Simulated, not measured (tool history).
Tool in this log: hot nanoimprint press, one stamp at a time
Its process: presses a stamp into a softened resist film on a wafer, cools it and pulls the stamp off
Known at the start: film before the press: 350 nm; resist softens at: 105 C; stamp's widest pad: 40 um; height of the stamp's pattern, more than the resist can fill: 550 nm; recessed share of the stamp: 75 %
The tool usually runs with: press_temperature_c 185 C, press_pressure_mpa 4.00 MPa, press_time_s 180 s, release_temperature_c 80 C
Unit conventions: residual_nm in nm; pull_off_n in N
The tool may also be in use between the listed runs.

Run 1, day 0.000: usual settings. Result: residual_nm 174.7 nm, pull_off_n 141 N.
Run 2, day 0.825: usual settings. Result: residual_nm 175.2 nm, pull_off_n 142 N.
At day 1.496: stamp cleaned and given a new release coat.
Run 3, day 1.950: usual settings but press_time_s 226 s. Result: residual_nm 164.2 nm, pull_off_n 112 N.
Run 4, day 2.500: usual settings but press_time_s 96 s. Result: residual_nm 210.1 nm, pull_off_n 114 N.
Run 5, day 3.279: usual settings but press_time_s 96 s. Result: residual_nm 211.1 nm, pull_off_n 115 N.
Run 6, day 3.933: usual settings but press_time_s 96 s. Result: residual_nm 211.5 nm, pull_off_n 116 N.
Run 7, day 4.738: usual settings but press_time_s 96 s. Result: residual_nm 214.0 nm, pull_off_n 118 N.
Run 8, day 5.625: usual settings but press_time_s 96 s. Result: residual_nm 211.8 nm, pull_off_n 119 N.
Run 9, day 6.246: usual settings but press_time_s 96 s. Result: residual_nm 212.9 nm, pull_off_n 121 N.
Run 10, day 6.729: usual settings but press_pressure_mpa 3.57 MPa. Result: residual_nm 186.5 nm, pull_off_n 121 N.
Run 11, day 7.329: usual settings. Result: residual_nm 177.5 nm, pull_off_n 122 N.
Run 12, day 8.283: usual settings but press_temperature_c 176 C. Result: residual_nm 239.9 nm, pull_off_n 125 N.
Run 13, day 8.871: usual settings. Result: residual_nm 176.9 nm, pull_off_n 126 N.
Run 14, day 9.554: usual settings. Result: residual_nm 179.2 nm, pull_off_n 125 N.
Run 15, day 10.067: usual settings. Result: residual_nm 178.9 nm, pull_off_n 129 N.

Estimate the outcome of run 16 from the log above:
At day 10.362: plate thermocouple calibrated.
Run 16, day 11.029: usual settings but press_temperature_c 175 C, press_pressure_mpa 3.86 MPa, press_time_s 106 s. Result: residual_nm ?, pull_off_n ?.

Run 16 came out at residual_nm 273.7 nm, pull_off_n 125 N.
Take away the tool's hidden state, keep the run-to-run variation as it was, and the same run would have given residual_nm 273.3 nm, pull_off_n 108 N.
